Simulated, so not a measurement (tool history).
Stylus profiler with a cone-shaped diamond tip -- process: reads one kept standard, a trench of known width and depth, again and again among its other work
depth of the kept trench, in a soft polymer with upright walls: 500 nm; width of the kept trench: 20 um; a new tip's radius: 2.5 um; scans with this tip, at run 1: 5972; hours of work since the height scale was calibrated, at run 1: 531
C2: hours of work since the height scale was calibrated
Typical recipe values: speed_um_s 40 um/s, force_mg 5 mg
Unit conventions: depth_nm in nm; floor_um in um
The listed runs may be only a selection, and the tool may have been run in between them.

{"run": 1, "hour": 0.0, "speed_um_s": 40, "force_mg": 5, "scans with this tip": 5972, "C2": 531, "depth_nm": 504.47, "floor_um": 16.52}
{"run": 2, "hour": 54.7, "speed_um_s": 40, "force_mg": 5, "scans with this tip": 6321, "C2": 562, "depth_nm": 504.31, "floor_um": 16.51}
{"run": 3, "hour": 125.5, "speed_um_s": 108, "force_mg": 5, "scans with this tip": 6773, "C2": 602, "depth_nm": 504.32, "floor_um": 16.22}
{"run": 4, "hour": 204.2, "speed_um_s": 108, "force_mg": 5, "scans with this tip": 7276, "C2": 647, "depth_nm": 504.11, "floor_um": 16.25}
{"run": 5, "hour": 279.9, "speed_um_s": 108, "force_mg": 5, "scans with this tip": 7758, "C2": 689, "depth_nm": 504.17, "floor_um": 16.19}
{"run": 6, "hour": 330.5, "speed_um_s": 89, "force_mg": 5, "scans with this tip": 8081, "C2": 718, "depth_nm": 503.97, "floor_um": 16.25}
{"run": 7, "hour": 373.8, "speed_um_s": 68, "force_mg": 5, "scans with this tip": 8358, "C2": 743, "depth_nm": 504.06, "floor_um": 16.3}
{"run": 8, "hour": 445.4, "speed_um_s": 68, "force_mg": 5, "scans with this tip": 8816, "C2": 783, "depth_nm": 503.76, "floor_um": 16.32}
{"run": 9, "hour": 521.3, "speed_um_s": 40, "force_mg": 9.53, "scans with this tip": 9300, "C2": 827, "depth_nm": 506.62, "floor_um": 16.39}
{"run": 10, "hour": 580.3, "speed_um_s": 40, "force_mg": 9.53, "scans with this tip": 9677, "C2": 860, "depth_nm": 506.73, "floor_um": 16.34}
{"run": 11, "hour": 640.2, "speed_um_s": 40, "force_mg": 5, "scans with this tip": 10059, "C2": 894, "depth_nm": 503.82, "floor_um": 16.32}
{"run": 12, "hour": 685.9, "speed_um_s": 40, "force_mg": 5, "scans with this tip": 10351, "C2": 920, "depth_nm": 503.63, "floor_um": 16.25}
{"run": 13, "hour": 726.1, "speed_um_s": 40, "force_mg": 2.44, "scans with this tip": 10608, "C2": 943, "depth_nm": 501.82, "floor_um": 16.24}
{"run": 14, "hour": 798.6, "speed_um_s": 40, "force_mg": 5, "scans with this tip": 11071, "C2": 984, "depth_nm": 503.74, "floor_um": 16.26}
{"run": 15, "hour": 882.1, "speed_um_s": 40, "force_mg": 5, "scans with this tip": 11604, "C2": 1031, "depth_nm": 503.64, "floor_um": 16.26}
{"run": 16, "hour": 942.5, "speed_um_s": 40, "force_mg": 5, "scans with this tip": 11989, "C2": 1065, "depth_nm": 503.55, "floor_um": 16.22}
{"run": 17, "hour": 983.3, "speed_um_s": 82, "force_mg": 5, "scans with this tip": 12250, "C2": 1089, "depth_nm": 503.44, "floor_um": 16.02}
{"run": 18, "hour": 1028.1, "speed_um_s": 58, "force_mg": 5, "scans with this tip": 12536, "C2": 1114, "depth_nm": 503.57, "floor_um": 16.11}
{"run": 19, "hour": 1088.2, "speed_um_s": 58, "force_mg": 5, "scans with this tip": 12920, "C2": 1148, "depth_nm": 503.54, "floor_um": 16.02}
{"run": 20, "hour": 1165.1, "speed_um_s": 40, "force_mg": 5, "scans with this tip": 13411, "C2": 1192, "depth_nm": 503.6, "floor_um": 16.09}
{"run": 21, "hour": 1200.2, "speed_um_s": 40, "force_mg": 5, "scans with this tip": 13635, "C2": 1212, "depth_nm": 503.43, "floor_um": 16.12}
{"run": 22, "hour": 1275.9, "speed_um_s": 40, "force_mg": 5, "scans with this tip": 14118, "C2": 1255, "depth_nm": 503.25, "floor_um": 16.06}
{"run": 23, "hour": 1356.1, "speed_um_s": 33, "force_mg": 2.7, "scans with this tip": 14630, "C2": 1300, "depth_nm": 501.58, "floor_um": 16.02}
{"run": 24, "hour": 1422.4, "speed_um_s": 29, "force_mg": 5, "scans with this tip": 15054, "C2": 1338, "depth_nm": 503.13, "floor_um": 16.11}
{"run": 25, "hour": 1507.2, "speed_um_s": 21, "force_mg": 1.94, "scans with this tip": 15595, "C2": 1386, "depth_nm": 500.83, "floor_um": 16}
{"run": 26, "hour": 1576.4, "speed_um_s": 24, "force_mg": 1.78, "scans with this tip": 16037, "C2": 1425, "depth_nm": 500.5, "floor_um": 15.95}
{"run": 27, "hour": 1638.7, "speed_um_s": 72, "force_mg": 6.4, "scans with this tip": 16435, "C2": 1461, "depth_nm": 503.97, "floor_um": 15.83}
{"run": 28, "hour": 1713.3, "speed_um_s": 72, "force_mg": 6.4, "scans with this tip": 16911, "C2": 1503, "depth_nm": 503.9, "floor_um": 15.82}
{"hour": 1717.8, "done": "height scale calibrated on a step standard"}
{"run": 29, "hour": 1761.3, "speed_um_s": 22, "force_mg": 3.7, "scans with this tip": 17214, "C2": 25, "depth_nm": 501.41, "floor_um": 15.97}
{"run": 30, "hour": 1830.2, "speed_um_s": 21, "force_mg": 5, "scans with this tip": 17654, "C2": 64, "depth_nm": 502.2, "floor_um": 15.93}
{"run": 31, "hour": 1885.8, "speed_um_s": 143, "force_mg": 4.98, "scans with this tip": 18009, "C2": 95, "depth_nm": 502.3, "floor_um": 15.53}
{"run": 32, "hour": 1934.7, "speed_um_s": 11, "force_mg": 9.21, "scans with this tip": 18321, "C2": 123, "depth_nm": 504.96, "floor_um": 15.92}
{"hour": 1953.3, "done": "height scale calibrated on a step standard, once more"}
{"run": 33, "hour": 2014.7, "speed_um_s": 13, "force_mg": 4.37, "scans with this tip": 18829, "C2": 35, "depth_nm": 504.87, "floor_um": 15.93}
{"run": 34, "hour": 2092.8, "speed_um_s": 50, "force_mg": 3.72, "scans with this tip": 19328, "C2": 79, "depth_nm": 504.12, "floor_um": 15.74}
{"run": 35, "hour": 2128.6, "speed_um_s": 92, "force_mg": 14, "scans with this tip": 19556, "C2": 99, "depth_nm": 510.58, "floor_um": 15.73}
{"run": 36, "hour": 2166.7, "speed_um_s": 92, "force_mg": 14, "scans with this tip": 19799, "C2": 121, "depth_nm": 510.29, "floor_um": 15.71}
{"run": 37, "hour": 2205.5, "speed_um_s": 12, "force_mg": 11.06, "scans with this tip": 20047, "C2": 143, "depth_nm": 508.76, "floor_um": 15.89}
{"run": 38, "hour": 2242.5, "speed_um_s": 18, "force_mg": 5.74, "scans with this tip": 20283, "C2": 164, "depth_nm": 505.81, "floor_um": 15.84}
{"run": 39, "hour": 2305.0, "speed_um_s": 34, "force_mg": 2.44, "scans with this tip": 20683, "C2": 200, "depth_nm": 503.22, "floor_um": 15.75}
{"run": 40, "hour": 2385.0, "speed_um_s": 22, "force_mg": 3.61, "scans with this tip": 21193, "C2": 245, "depth_nm": 503.97, "floor_um": 15.76}
{"run": 41, "hour": 2425.4, "speed_um_s": 103, "force_mg": 5.39, "scans with this tip": 21451, "C2": 268, "depth_nm": 505.39, "floor_um": 15.51}
{"run": 42, "hour": 2486.0, "speed_um_s": 103, "force_mg": 5.39, "scans with this tip": 21838, "C2": 302, "depth_nm": 504.95, "floor_um": 15.55}
{"run": 43, "hour": 2554.5, "speed_um_s": 26, "force_mg": 7.21, "scans with this tip": 22275, "C2": 341, "depth_nm": 506.45, "floor_um": 15.76}

Here are 5 independent what-if runs from the current tool condition. What would each one return?
{"run": "A", "hour": 2603.4, "speed_um_s": 17, "force_mg": 3.9, "scans with this tip": 22588, "C2": 369, "depth_nm": "?", "floor_um": "?"}
{"run": "B", "hour": 2603.4, "speed_um_s": 41, "force_mg": 8.05, "scans with this tip": 22588, "C2": 369, "depth_nm": "?", "floor_um": "?"}
{"run": "C", "hour": 2603.4, "speed_um_s": 24, "force_mg": 1.72, "scans with this tip": 22588, "C2": 369, "depth_nm": "?", "floor_um": "?"}
{"run": "D", "hour": 2603.4, "speed_um_s": 10, "force_mg": 7.21, "scans with this tip": 22588, "C2": 369, "depth_nm": "?", "floor_um": "?"}
{"run": "E", "hour": 2603.4, "speed_um_s": 23, "force_mg": 2.67, "scans with this tip": 22588, "C2": 369, "depth_nm": "?", "floor_um": "?"}

run=A depth_nm=503.97 floor_um=15.68
run=B depth_nm=506.74 floor_um=15.59
run=C depth_nm=502.16 floor_um=15.6
run=D depth_nm=506.43 floor_um=15.79
run=E depth_nm=503.03 floor_um=15.63
Had the tool no hidden state, the same runs would have come out as:
run=A depth_nm=504.37 floor_um=16.92
run=B depth_nm=507.14 floor_um=16.82
run=C depth_nm=502.56 floor_um=16.84
run=D depth_nm=506.83 floor_um=17.02
run=E depth_nm=503.43 floor_um=16.86

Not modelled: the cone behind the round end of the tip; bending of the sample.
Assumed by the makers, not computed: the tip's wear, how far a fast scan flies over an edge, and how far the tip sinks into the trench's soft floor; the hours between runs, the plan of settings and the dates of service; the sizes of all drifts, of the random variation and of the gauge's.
